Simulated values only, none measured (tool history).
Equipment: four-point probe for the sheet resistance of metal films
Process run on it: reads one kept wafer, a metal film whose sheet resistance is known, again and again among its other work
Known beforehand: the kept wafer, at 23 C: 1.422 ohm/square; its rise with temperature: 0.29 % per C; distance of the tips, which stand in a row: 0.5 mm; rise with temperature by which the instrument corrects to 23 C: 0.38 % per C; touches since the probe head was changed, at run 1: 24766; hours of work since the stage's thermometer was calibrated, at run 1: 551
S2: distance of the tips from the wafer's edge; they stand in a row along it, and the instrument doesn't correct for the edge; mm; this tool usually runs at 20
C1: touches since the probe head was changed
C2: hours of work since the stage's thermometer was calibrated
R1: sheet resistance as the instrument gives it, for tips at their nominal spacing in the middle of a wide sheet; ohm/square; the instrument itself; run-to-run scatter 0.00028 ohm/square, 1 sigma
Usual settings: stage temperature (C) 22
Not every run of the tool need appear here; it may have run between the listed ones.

Run 1, hour 0.0: usual settings; C1 24766; C2 551. Result: R1 1.430855 ohm/square.
Run 2, hour 13.1: usual settings; C1 25393; C2 559. Result: R1 1.431043 ohm/square.
Run 3, hour 28.5: usual settings; C1 26132; C2 568. Result: R1 1.430579 ohm/square.
Run 4, hour 41.8: usual settings; C1 26768; C2 575. Result: R1 1.430751 ohm/square.
Run 5, hour 56.3: usual settings; C1 27466; C2 584. Result: R1 1.431256 ohm/square.
Run 6, hour 64.7: usual settings but stage temperature (C) 23; C1 27865; C2 588. Result: R1 1.429691 ohm/square.
Run 7, hour 83.7: usual settings but stage temperature (C) 23; C1 28778; C2 599. Result: R1 1.429882 ohm/square.
At hour 85.0: stage's thermometer calibrated.
Run 8, hour 101.1: usual settings but stage temperature (C) 23; C1 29589; C2 9. Result: R1 1.429911 ohm/square.
At hour 114.1: stage's thermometer calibrated, once more.
Run 9, hour 117.8: usual settings but stage temperature (C) 29; C1 30366; C2 2. Result: R1 1.422499 ohm/square.
Run 10, hour 127.3: usual settings but S2 11 mm; C1 30818; C2 8. Result: R1 1.432530 ohm/square.
Run 11, hour 144.7: usual settings; C1 31652; C2 18. Result: R1 1.431647 ohm/square.
Run 12, hour 163.1: usual settings but stage temperature (C) 23; C1 32537; C2 28. Result: R1 1.430823 ohm/square.
Run 13, hour 181.4: usual settings but stage temperature (C) 21, S2 5 mm; C1 33410; C2 39. Result: R1 1.440636 ohm/square.
Run 14, hour 195.9: usual settings but stage temperature (C) 21, S2 5 mm; C1 34106; C2 47. Result: R1 1.440038 ohm/square.
Run 15, hour 212.2: usual settings but stage temperature (C) 31, S2 54 mm; C1 34887; C2 56. Result: R1 1.420890 ohm/square.
Run 16, hour 223.8: usual settings but stage temperature (C) 31, S2 54 mm; C1 35446; C2 63. Result: R1 1.420290 ohm/square.
Run 17, hour 234.2: usual settings but stage temperature (C) 19, S2 23 mm; C1 35941; C2 69. Result: R1 1.435453 ohm/square.
Run 18, hour 244.8: usual settings but stage temperature (C) 21, S2 68 mm; C1 36452; C2 75. Result: R1 1.432942 ohm/square.
Run 19, hour 257.7: usual settings but stage temperature (C) 30, S2 30 mm; C1 37070; C2 82. Result: R1 1.421926 ohm/square.
Run 20, hour 268.7: usual settings but S2 45 mm; C1 37593; C2 89. Result: R1 1.432381 ohm/square.
Run 21, hour 278.2: usual settings but stage temperature (C) 33, S2 5 mm; C1 38050; C2 94. Result: R1 1.426357 ohm/square.
Run 22, hour 291.6: usual settings but stage temperature (C) 33, S2 5 mm; C1 38692; C2 102. Result: R1 1.425905 ohm/square.

Each run again, without the hidden state but with its own random variation kept:
Hidden state at play: inner tips' distance over the nominal, %; tips' flats over new ones', %; wafer's true temperature over the reading, C; drift of the gauge itself on sheet_ohm, %.
run        R1
  1  1.423947
  2  1.424033
  3  1.423451
  4  1.423523
  5  1.423915
  6  1.422287
  7  1.422346
  8  1.422054
  9  1.414927
 10  1.424828
 11  1.423842
 12  1.422891
 13  1.432523
 14  1.431822
 15  1.412671
 16  1.411995
 17  1.426986
 18  1.424416
 19  1.413380
 20  1.423681
 21  1.417644
 22  1.417105
